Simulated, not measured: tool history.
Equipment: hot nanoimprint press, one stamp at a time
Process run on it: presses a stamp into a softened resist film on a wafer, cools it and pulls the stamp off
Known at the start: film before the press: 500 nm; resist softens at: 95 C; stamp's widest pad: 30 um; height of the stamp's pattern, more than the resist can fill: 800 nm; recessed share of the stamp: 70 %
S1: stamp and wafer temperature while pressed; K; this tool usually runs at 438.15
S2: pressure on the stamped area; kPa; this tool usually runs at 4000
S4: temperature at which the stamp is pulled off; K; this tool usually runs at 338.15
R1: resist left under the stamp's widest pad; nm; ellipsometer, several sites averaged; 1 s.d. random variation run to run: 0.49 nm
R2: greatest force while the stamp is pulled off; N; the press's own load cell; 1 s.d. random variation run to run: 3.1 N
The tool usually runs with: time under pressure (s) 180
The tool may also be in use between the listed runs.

run 1 day=0 | S1=438.15 S2=4000 time_under_pressure_(s)=180 S4=338.15 | R1=250.1 R2=224
run 2 day=0.254 | S1=438.15 S2=4000 time_under_pressure_(s)=183 S4=338.15 | R1=249.7 R2=222
run 3 day=0.808 | S1=438.15 S2=4000 time_under_pressure_(s)=180 S4=328.15 | R1=250.2 R2=244
run 4 day=1.308 | S1=438.15 S2=4000 time_under_pressure_(s)=180 S4=338.15 | R1=250.7 R2=227
run 5 day=1.6 | S1=438.15 S2=4000 time_under_pressure_(s)=180 S4=338.15 | R1=251.7 R2=227
run 6 day=2.004 | S1=438.15 S2=4000 time_under_pressure_(s)=180 S4=338.15 | R1=250.5 R2=230
run 7 day=2.462 | S1=438.15 S2=4000 time_under_pressure_(s)=180 S4=325.15 | R1=251.2 R2=261
run 8 day=2.904 | S1=438.15 S2=4000 time_under_pressure_(s)=180 S4=325.15 | R1=251 R2=266
run 9 day=3.175 | S1=438.15 S2=4000 time_under_pressure_(s)=180 S4=325.15 | R1=250.1 R2=267
run 10 day=3.583 | S1=438.15 S2=4000 time_under_pressure_(s)=180 S4=325.15 | R1=250.4 R2=269
run 11 day=4.021 | S1=438.15 S2=4000 time_under_pressure_(s)=180 S4=338.15 | R1=250 R2=236
run 12 day=4.629 | S1=438.15 S2=4000 time_under_pressure_(s)=180 S4=338.15 | R1=249.8 R2=239
-- day=5.183 plate thermocouple calibrated
run 13 day=5.333 | S1=438.15 S2=4000 time_under_pressure_(s)=180 S4=338.15 | R1=244.8 R2=244
run 14 day=5.808 | S1=438.15 S2=4000 time_under_pressure_(s)=180 S4=338.15 | R1=244.8 R2=248
run 15 day=6.271 | S1=438.15 S2=4000 time_under_pressure_(s)=182 S4=338.15 | R1=244.2 R2=250
run 16 day=6.704 | S1=438.15 S2=4000 time_under_pressure_(s)=164 S4=338.15 | R1=251.6 R2=252
run 17 day=7.017 | S1=430.15 S2=4760 time_under_pressure_(s)=164 S4=338.15 | R1=326.5 R2=255
run 18 day=7.562 | S1=430.15 S2=4760 time_under_pressure_(s)=164 S4=338.15 | R1=326.4 R2=253
run 19 day=7.904 | S1=430.15 S2=4760 time_under_pressure_(s)=164 S4=338.15 | R1=326.5 R2=254
-- day=8.071 plate thermocouple calibrated, once more
run 20 day=8.475 | S1=436.15 S2=5690 time_under_pressure_(s)=265 S4=327.15 | R1=209 R2=287
-- day=8.85 stamp cleaned and given a new release coat
run 21 day=9.317 | S1=436.15 S2=5080 time_under_pressure_(s)=126 S4=327.15 | R1=278.7 R2=233
run 22 day=9.625 | S1=438.15 S2=3510 time_under_pressure_(s)=180 S4=340.15 | R1=277.9 R2=211
run 23 day=9.962 | S1=438.15 S2=3510 time_under_pressure_(s)=180 S4=344.15 | R1=276.9 R2=207
run 24 day=10.529 | S1=429.15 S2=3510 time_under_pressure_(s)=180 S4=344.15 | R1=390.4 R2=207
run 25 day=10.879 | S1=435.15 S2=3040 time_under_pressure_(s)=94 S4=342.15 | R1=384.4 R2=212
run 26 day=11.258 | S1=435.15 S2=3040 time_under_pressure_(s)=94 S4=342.15 | R1=383.6 R2=214
run 27 day=11.775 | S1=443.15 S2=4540 time_under_pressure_(s)=180 S4=338.15 | R1=193 R2=225
run 28 day=12.042 | S1=443.15 S2=4540 time_under_pressure_(s)=180 S4=338.15 | R1=193.4 R2=225
run 29 day=12.5 | S1=438.15 S2=4000 time_under_pressure_(s)=180 S4=344.15 | R1=258.4 R2=209
run 30 day=12.817 | S1=438.15 S2=4000 time_under_pressure_(s)=180 S4=344.15 | R1=258.5 R2=216
run 31 day=13.275 | S1=438.15 S2=4000 time_under_pressure_(s)=180 S4=344.15 | R1=259.8 R2=217

Below are 3 alternative next runs, each starting from the tool's condition after run 31. Predict each:
run A day=13.817 | S1=438.15 S2=2680 time_under_pressure_(s)=180 S4=336.15 | R1=? R2=?
run B day=13.817 | S1=438.15 S2=4000 time_under_pressure_(s)=291 S4=344.15 | R1=? R2=?
run C day=13.817 | S1=445.15 S2=2560 time_under_pressure_(s)=285 S4=338.15 | R1=? R2=?

run=A R1=315.4 R2=235
run=B R1=222.3 R2=222
run=C R1=210.1 R2=235
Stripped of hidden state, with their random variation kept, the same runs would have yielded:
run=A R1=315.9 R2=213
run=B R1=221.8 R2=200
run=C R1=210.4 R2=213

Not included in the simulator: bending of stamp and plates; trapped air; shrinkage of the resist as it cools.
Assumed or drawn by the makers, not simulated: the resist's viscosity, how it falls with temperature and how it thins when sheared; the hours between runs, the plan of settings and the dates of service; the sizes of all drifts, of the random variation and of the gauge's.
